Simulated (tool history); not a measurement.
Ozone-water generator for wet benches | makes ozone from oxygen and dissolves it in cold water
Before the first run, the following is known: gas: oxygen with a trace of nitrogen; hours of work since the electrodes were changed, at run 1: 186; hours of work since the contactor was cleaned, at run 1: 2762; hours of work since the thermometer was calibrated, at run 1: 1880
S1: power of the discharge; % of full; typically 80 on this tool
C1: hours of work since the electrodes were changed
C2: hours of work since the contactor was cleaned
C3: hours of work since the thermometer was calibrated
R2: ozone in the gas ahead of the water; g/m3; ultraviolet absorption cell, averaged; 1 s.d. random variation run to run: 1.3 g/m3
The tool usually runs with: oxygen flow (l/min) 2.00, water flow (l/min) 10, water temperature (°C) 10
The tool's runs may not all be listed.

{"run": 1, "hour": 0.0, "S1": 80, "oxygen flow (l/min)": 2.0, "water flow (l/min)": 10, "water temperature (°C)": 10, "C1": 186, "C2": 2762, "C3": 1880, "dissolved ozone (ppm)": 19.9, "R2": 243.5}
{"run": 2, "hour": 30.0, "S1": 80, "oxygen flow (l/min)": 2.0, "water flow (l/min)": 10, "water temperature (°C)": 10, "C1": 204, "C2": 2781, "C3": 1899, "dissolved ozone (ppm)": 19.5, "R2": 243.1}
{"run": 3, "hour": 54.3, "S1": 80, "oxygen flow (l/min)": 2.0, "water flow (l/min)": 11, "water temperature (°C)": 10, "C1": 219, "C2": 2796, "C3": 1914, "dissolved ozone (ppm)": 17.8, "R2": 242.0}
{"run": 4, "hour": 85.6, "S1": 80, "oxygen flow (l/min)": 2.0, "water flow (l/min)": 11, "water temperature (°C)": 10, "C1": 239, "C2": 2815, "C3": 1934, "dissolved ozone (ppm)": 17.6, "R2": 244.1}
{"run": 5, "hour": 106.3, "S1": 80, "oxygen flow (l/min)": 2.0, "water flow (l/min)": 11, "water temperature (°C)": 16, "C1": 252, "C2": 2828, "C3": 1947, "dissolved ozone (ppm)": 17.0, "R2": 243.6}
{"run": 6, "hour": 148.6, "S1": 80, "oxygen flow (l/min)": 2.0, "water flow (l/min)": 11, "water temperature (°C)": 16, "C1": 278, "C2": 2855, "C3": 1973, "dissolved ozone (ppm)": 16.7, "R2": 242.5}
{"run": 7, "hour": 188.7, "S1": 80, "oxygen flow (l/min)": 2.0, "water flow (l/min)": 10, "water temperature (°C)": 10, "C1": 303, "C2": 2880, "C3": 1998, "dissolved ozone (ppm)": 19.6, "R2": 245.4}
{"run": 8, "hour": 235.1, "S1": 80, "oxygen flow (l/min)": 2.0, "water flow (l/min)": 10, "water temperature (°C)": 10, "C1": 332, "C2": 2908, "C3": 2027, "dissolved ozone (ppm)": 19.6, "R2": 242.4}
{"run": 9, "hour": 268.0, "S1": 53, "oxygen flow (l/min)": 2.0, "water flow (l/min)": 8, "water temperature (°C)": 10, "C1": 352, "C2": 2929, "C3": 2047, "dissolved ozone (ppm)": 18.8, "R2": 186.3}
{"run": 10, "hour": 291.5, "S1": 44, "oxygen flow (l/min)": 2.0, "water flow (l/min)": 11, "water temperature (°C)": 10, "C1": 367, "C2": 2944, "C3": 2062, "dissolved ozone (ppm)": 12.0, "R2": 166.3}
{"run": 11, "hour": 311.5, "S1": 44, "oxygen flow (l/min)": 2.0, "water flow (l/min)": 11, "water temperature (°C)": 10, "C1": 379, "C2": 2956, "C3": 2074, "dissolved ozone (ppm)": 12.1, "R2": 165.7}
{"run": 12, "hour": 354.2, "S1": 74, "oxygen flow (l/min)": 2.0, "water flow (l/min)": 10, "water temperature (°C)": 7, "C1": 406, "C2": 2983, "C3": 2101, "dissolved ozone (ppm)": 19.3, "R2": 228.6}
{"run": 13, "hour": 390.5, "S1": 74, "oxygen flow (l/min)": 2.0, "water flow (l/min)": 10, "water temperature (°C)": 7, "C1": 429, "C2": 3005, "C3": 2123, "dissolved ozone (ppm)": 19.3, "R2": 228.9}
{"run": 14, "hour": 426.1, "S1": 95, "oxygen flow (l/min)": 2.0, "water flow (l/min)": 10, "water temperature (°C)": 8, "C1": 451, "C2": 3027, "C3": 2146, "dissolved ozone (ppm)": 22.3, "R2": 267.8}
{"run": 15, "hour": 457.3, "S1": 61, "oxygen flow (l/min)": 2.31, "water flow (l/min)": 10, "water temperature (°C)": 8, "C1": 470, "C2": 3047, "C3": 2165, "dissolved ozone (ppm)": 17.2, "R2": 189.9}
{"run": 16, "hour": 503.2, "S1": 79, "oxygen flow (l/min)": 2.09, "water flow (l/min)": 10, "water temperature (°C)": 10, "C1": 499, "C2": 3075, "C3": 2194, "dissolved ozone (ppm)": 19.5, "R2": 232.9}

Consider 4 possible next runs. They are alternatives, not a sequence: every one starts from the tool as it was left by run 16. What does each give?
{"run": "A", "hour": 525.4, "S1": 80, "oxygen flow (l/min)": 2.16, "water flow (l/min)": 10, "water temperature (°C)": 10, "C1": 513, "C2": 3089, "C3": 2207, "dissolved ozone (ppm)": "?", "R2": "?"}
{"run": "B", "hour": 525.4, "S1": 79, "oxygen flow (l/min)": 2.0, "water flow (l/min)": 10, "water temperature (°C)": 10, "C1": 513, "C2": 3089, "C3": 2207, "dissolved ozone (ppm)": "?", "R2": "?"}
{"run": "C", "hour": 525.4, "S1": 71, "oxygen flow (l/min)": 2.0, "water flow (l/min)": 11, "water temperature (°C)": 10, "C1": 513, "C2": 3089, "C3": 2207, "dissolved ozone (ppm)": "?", "R2": "?"}
{"run": "D", "hour": 525.4, "S1": 41, "oxygen flow (l/min)": 2.0, "water flow (l/min)": 6, "water temperature (°C)": 11, "C1": 513, "C2": 3089, "C3": 2207, "dissolved ozone (ppm)": "?", "R2": "?"}

run=A dissolved_ozone_(ppm)=19.8 R2=232.3
run=B dissolved_ozone_(ppm)=19.4 R2=237.8
run=C dissolved_ozone_(ppm)=16.4 R2=222.8
run=D dissolved_ozone_(ppm)=20.4 R2=157.8
Without the tool's unlogged condition, the same runs would have read:
run=A dissolved_ozone_(ppm)=20.8 R2=236.2
run=B dissolved_ozone_(ppm)=20.4 R2=241.7
run=C dissolved_ozone_(ppm)=17.3 R2=226.3
run=D dissolved_ozone_(ppm)=21.2 R2=159.4

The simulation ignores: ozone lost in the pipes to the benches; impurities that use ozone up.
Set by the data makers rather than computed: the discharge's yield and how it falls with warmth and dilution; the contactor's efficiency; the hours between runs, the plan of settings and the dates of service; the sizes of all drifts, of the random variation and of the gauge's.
